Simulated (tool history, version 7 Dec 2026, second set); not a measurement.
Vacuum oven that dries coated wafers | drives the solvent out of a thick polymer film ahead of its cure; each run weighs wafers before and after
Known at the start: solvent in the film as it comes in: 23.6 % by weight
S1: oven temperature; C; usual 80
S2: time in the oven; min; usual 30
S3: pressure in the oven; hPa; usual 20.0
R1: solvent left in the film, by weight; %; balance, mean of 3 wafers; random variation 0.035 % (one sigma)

run,hour,S1,S2,S3,R1
1,0.0,80,30,20.0,3.36
2,86.4,80,30,20.0,3.33
3,149.2,80,30,20.0,3.46
4,243.8,80,30,20.0,3.45
5,335.7,80,34,20.0,3.00
6,410.9,80,34,20.0,2.92
7,494.7,80,34,20.0,3.04
8,564.6,80,34,20.0,2.91
9,605.0,80,34,20.0,2.96
10,687.8,80,15,20.0,7.59
11,739.7,80,15,20.0,7.52
12,783.6,88,30,20.0,1.82
13,821.9,89,18,24.0,3.72
14,877.8,72,28,24.0,6.87
15,939.1,72,28,24.0,6.82
16,1019.0,72,28,38.4,7.91
17,1092.8,80,30,43.3,5.04
18,1184.5,80,30,43.3,5.02
19,1244.9,80,30,43.3,5.10
20,1304.2,71,16,46.7,12.34
21,1353.9,71,49,45.4,6.31

The same runs without the tool's hidden state, with the same run-to-run variation:
The hidden state here: true wafer temperature over the reading, C; true pressure over the reading, kPa; drift of the gauge itself on solvent_pct, %.
run,R1
1,3.09
2,3.05
3,3.16
4,3.13
5,2.69
6,2.59
7,2.69
8,2.56
9,2.60
10,7.06
11,6.99
12,1.55
13,3.30
14,6.22
15,6.16
16,7.18
17,4.46
18,4.42
19,4.47
20,11.54
21,5.52
